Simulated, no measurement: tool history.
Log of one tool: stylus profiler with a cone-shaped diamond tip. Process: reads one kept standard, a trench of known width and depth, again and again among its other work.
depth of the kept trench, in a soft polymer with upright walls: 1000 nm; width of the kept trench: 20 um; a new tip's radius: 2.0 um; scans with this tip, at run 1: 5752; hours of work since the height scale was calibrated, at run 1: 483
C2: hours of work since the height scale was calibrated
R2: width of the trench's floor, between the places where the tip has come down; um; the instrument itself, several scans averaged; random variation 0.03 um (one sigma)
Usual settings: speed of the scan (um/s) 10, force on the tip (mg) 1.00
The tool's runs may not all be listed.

run 1 day=0.000 | speed_of_the_scan_(um/s)=10 force_on_the_tip_(mg)=1.00 | scans_with_this_tip=5752 C2=483 | depth_of_the_trench_(nm)=1007.43 R2=16.31
run 2 day=0.521 | speed_of_the_scan_(um/s)=10 force_on_the_tip_(mg)=1.00 | scans_with_this_tip=5865 C2=492 | depth_of_the_trench_(nm)=1007.22 R2=16.29
run 3 day=1.517 | speed_of_the_scan_(um/s)=10 force_on_the_tip_(mg)=1.00 | scans_with_this_tip=6082 C2=510 | depth_of_the_trench_(nm)=1007.82 R2=16.28
run 4 day=2.425 | speed_of_the_scan_(um/s)=10 force_on_the_tip_(mg)=1.00 | scans_with_this_tip=6279 C2=527 | depth_of_the_trench_(nm)=1007.71 R2=16.23
run 5 day=3.138 | speed_of_the_scan_(um/s)=17 force_on_the_tip_(mg)=1.00 | scans_with_this_tip=6434 C2=540 | depth_of_the_trench_(nm)=1007.49 R2=16.20
run 6 day=4.225 | speed_of_the_scan_(um/s)=23 force_on_the_tip_(mg)=1.00 | scans_with_this_tip=6672 C2=560 | depth_of_the_trench_(nm)=1007.41 R2=16.22
run 7 day=5.038 | speed_of_the_scan_(um/s)=10 force_on_the_tip_(mg)=1.00 | scans_with_this_tip=6848 C2=575 | depth_of_the_trench_(nm)=1007.60 R2=16.23
run 8 day=5.950 | speed_of_the_scan_(um/s)=10 force_on_the_tip_(mg)=1.00 | scans_with_this_tip=7046 C2=591 | depth_of_the_trench_(nm)=1007.72 R2=16.22
run 9 day=7.000 | speed_of_the_scan_(um/s)=10 force_on_the_tip_(mg)=1.00 | scans_with_this_tip=7274 C2=610 | depth_of_the_trench_(nm)=1007.75 R2=16.19
run 10 day=8.004 | speed_of_the_scan_(um/s)=10 force_on_the_tip_(mg)=1.00 | scans_with_this_tip=7493 C2=629 | depth_of_the_trench_(nm)=1007.78 R2=16.19
run 11 day=9.121 | speed_of_the_scan_(um/s)=10 force_on_the_tip_(mg)=1.00 | scans_with_this_tip=7736 C2=649 | depth_of_the_trench_(nm)=1007.40 R2=16.22
run 12 day=9.821 | speed_of_the_scan_(um/s)=26 force_on_the_tip_(mg)=1.00 | scans_with_this_tip=7888 C2=662 | depth_of_the_trench_(nm)=1007.82 R2=16.16
run 13 day=10.692 | speed_of_the_scan_(um/s)=26 force_on_the_tip_(mg)=0.97 | scans_with_this_tip=8078 C2=678 | depth_of_the_trench_(nm)=1008.05 R2=16.14
run 14 day=11.650 | speed_of_the_scan_(um/s)=10 force_on_the_tip_(mg)=0.93 | scans_with_this_tip=8286 C2=695 | depth_of_the_trench_(nm)=1007.53 R2=16.17
run 15 day=12.404 | speed_of_the_scan_(um/s)=10 force_on_the_tip_(mg)=0.72 | scans_with_this_tip=8450 C2=709 | depth_of_the_trench_(nm)=1007.16 R2=16.17
run 16 day=13.542 | speed_of_the_scan_(um/s)=3 force_on_the_tip_(mg)=0.72 | scans_with_this_tip=8697 C2=730 | depth_of_the_trench_(nm)=1007.14 R2=16.18
run 17 day=14.046 | speed_of_the_scan_(um/s)=3 force_on_the_tip_(mg)=0.82 | scans_with_this_tip=8807 C2=739 | depth_of_the_trench_(nm)=1007.52 R2=16.20
run 18 day=14.738 | speed_of_the_scan_(um/s)=14 force_on_the_tip_(mg)=1.59 | scans_with_this_tip=8957 C2=752 | depth_of_the_trench_(nm)=1010.16 R2=16.20
run 19 day=15.742 | speed_of_the_scan_(um/s)=6 force_on_the_tip_(mg)=1.08 | scans_with_this_tip=9176 C2=770 | depth_of_the_trench_(nm)=1008.42 R2=16.16
run 20 day=16.762 | speed_of_the_scan_(um/s)=5 force_on_the_tip_(mg)=1.78 | scans_with_this_tip=9398 C2=789 | depth_of_the_trench_(nm)=1010.88 R2=16.16
run 21 day=17.646 | speed_of_the_scan_(um/s)=2 force_on_the_tip_(mg)=0.36 | scans_with_this_tip=9590 C2=805 | depth_of_the_trench_(nm)=1005.76 R2=16.16
run 22 day=18.571 | speed_of_the_scan_(um/s)=3 force_on_the_tip_(mg)=1.00 | scans_with_this_tip=9791 C2=822 | depth_of_the_trench_(nm)=1008.69 R2=16.18
run 23 day=19.300 | speed_of_the_scan_(um/s)=38 force_on_the_tip_(mg)=0.56 | scans_with_this_tip=9950 C2=835 | depth_of_the_trench_(nm)=1006.42 R2=15.97
run 24 day=19.846 | speed_of_the_scan_(um/s)=35 force_on_the_tip_(mg)=0.37 | scans_with_this_tip=10069 C2=845 | depth_of_the_trench_(nm)=1005.96 R2=15.87
run 25 day=20.858 | speed_of_the_scan_(um/s)=40 force_on_the_tip_(mg)=1.24 | scans_with_this_tip=10289 C2=863 | depth_of_the_trench_(nm)=1009.18 R2=15.96
run 26 day=21.712 | speed_of_the_scan_(um/s)=40 force_on_the_tip_(mg)=1.24 | scans_with_this_tip=10475 C2=879 | depth_of_the_trench_(nm)=1009.83 R2=15.95
run 27 day=22.692 | speed_of_the_scan_(um/s)=40 force_on_the_tip_(mg)=1.24 | scans_with_this_tip=10688 C2=897 | depth_of_the_trench_(nm)=1009.62 R2=15.95
run 28 day=23.625 | speed_of_the_scan_(um/s)=3 force_on_the_tip_(mg)=0.45 | scans_with_this_tip=10890 C2=914 | depth_of_the_trench_(nm)=1006.24 R2=16.02
run 29 day=24.671 | speed_of_the_scan_(um/s)=12 force_on_the_tip_(mg)=0.36 | scans_with_this_tip=11118 C2=933 | depth_of_the_trench_(nm)=1006.29 R2=16.11

The next listed run, before its measurement:
run 30 day=25.675 | speed_of_the_scan_(um/s)=12 force_on_the_tip_(mg)=0.36 | scans_with_this_tip=11337 C2=951 | depth_of_the_trench_(nm)=? R2=?

depth of the trench (nm): 1005.64
R2: 16.00 um
Without the tool's hidden state the same run would have given depth of the trench (nm) 1002.55, R2 16.42 um.

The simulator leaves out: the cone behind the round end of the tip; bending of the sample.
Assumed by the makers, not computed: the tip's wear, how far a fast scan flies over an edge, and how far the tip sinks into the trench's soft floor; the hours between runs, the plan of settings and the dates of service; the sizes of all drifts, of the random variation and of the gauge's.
